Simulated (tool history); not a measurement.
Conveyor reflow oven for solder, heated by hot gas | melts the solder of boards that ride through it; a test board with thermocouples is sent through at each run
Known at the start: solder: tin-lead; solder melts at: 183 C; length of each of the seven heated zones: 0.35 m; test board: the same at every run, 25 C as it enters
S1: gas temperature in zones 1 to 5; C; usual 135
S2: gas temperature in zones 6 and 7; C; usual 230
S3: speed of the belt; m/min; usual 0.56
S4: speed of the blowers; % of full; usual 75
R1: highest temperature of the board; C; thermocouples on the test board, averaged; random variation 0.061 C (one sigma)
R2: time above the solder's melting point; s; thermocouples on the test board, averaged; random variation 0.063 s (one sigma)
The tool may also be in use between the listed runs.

run 1 hour=0 | S1=135 S2=230 S3=0.56 S4=75 | R1=212.98 R2=52.31
run 2 hour=25.7 | S1=135 S2=230 S3=0.56 S4=75 | R1=212.94 R2=52.36
run 3 hour=63.2 | S1=135 S2=230 S3=0.56 S4=75 | R1=212.83 R2=52.29
run 4 hour=104.9 | S1=135 S2=230 S3=0.56 S4=75 | R1=212.87 R2=52.33
run 5 hour=167.2 | S1=135 S2=230 S3=0.56 S4=75 | R1=212.86 R2=52.2
run 6 hour=209.6 | S1=130 S2=230 S3=0.56 S4=75 | R1=211.85 R2=49.61
run 7 hour=241.8 | S1=130 S2=230 S3=0.56 S4=75 | R1=211.95 R2=49.72
run 8 hour=268.3 | S1=133 S2=230 S3=0.56 S4=75 | R1=212.3 R2=51.09
-- hour=276.2 belt drive overhauled, speed set with a stopwatch
-- hour=296.8 flux residue cleaned out of gas plates and filters
-- hour=301.7 thermocouples of zones 6 and 7 changed
run 9 hour=318 | S1=133 S2=230 S3=0.56 S4=75 | R1=213.63 R2=53.12
run 10 hour=378.3 | S1=135 S2=230 S3=0.56 S4=75 | R1=214.1 R2=53.99
run 11 hour=407.3 | S1=135 S2=230 S3=0.56 S4=75 | R1=214.1 R2=54.06
run 12 hour=451 | S1=135 S2=230 S3=0.56 S4=75 | R1=213.95 R2=54.08
-- hour=505.6 belt drive overhauled, speed set with a stopwatch, once more
run 13 hour=513.8 | S1=135 S2=241 S3=0.56 S4=75 | R1=222.55 R2=58.51
run 14 hour=553.9 | S1=135 S2=230 S3=0.56 S4=75 | R1=213.08 R2=51.46
run 15 hour=617.2 | S1=135 S2=230 S3=0.56 S4=75 | R1=213.03 R2=51.48
run 16 hour=672.8 | S1=135 S2=230 S3=0.56 S4=75 | R1=213 R2=51.47
run 17 hour=702.1 | S1=125 S2=230 S3=0.56 S4=63 | R1=208.41 R2=43.39
run 18 hour=741.9 | S1=125 S2=244 S3=0.56 S4=56 | R1=218.1 R2=51.68
run 19 hour=787.3 | S1=133 S2=218 S3=0.513 S4=52 | R1=200.39 R2=40.36
run 20 hour=835.9 | S1=133 S2=218 S3=0.513 S4=52 | R1=200.55 R2=40.42
run 21 hour=861.5 | S1=135 S2=221 S3=0.56 S4=75 | R1=205.34 R2=44.21
run 22 hour=908.9 | S1=135 S2=221 S3=0.56 S4=75 | R1=205.32 R2=44.08
run 23 hour=940.1 | S1=127 S2=221 S3=0.56 S4=70 | R1=202.75 R2=38.29
run 24 hour=985.9 | S1=127 S2=221 S3=0.581 S4=70 | R1=201.5 R2=35.02
run 25 hour=1040.5 | S1=134 S2=230 S3=0.56 S4=68 | R1=211.24 R2=49.39
run 26 hour=1074.2 | S1=135 S2=229 S3=0.56 S4=87 | R1=213.88 R2=52.87
run 27 hour=1117.4 | S1=121 S2=241 S3=0.457 S4=78 | R1=227.62 R2=72.18
run 28 hour=1178.8 | S1=143 S2=230 S3=0.56 S4=65 | R1=212.56 R2=53.65
run 29 hour=1224.8 | S1=143 S2=230 S3=0.56 S4=65 | R1=212.55 R2=53.71

Forecast run 30:
run 30 hour=1276.2 | S1=135 S2=240 S3=0.56 S4=61 | R1=? R2=?

Run 30 gave R1 218.12 C, R2 55.23 s.
Without the tool's hidden state the same run would have given R1 218.26 C, R2 55.22 s.

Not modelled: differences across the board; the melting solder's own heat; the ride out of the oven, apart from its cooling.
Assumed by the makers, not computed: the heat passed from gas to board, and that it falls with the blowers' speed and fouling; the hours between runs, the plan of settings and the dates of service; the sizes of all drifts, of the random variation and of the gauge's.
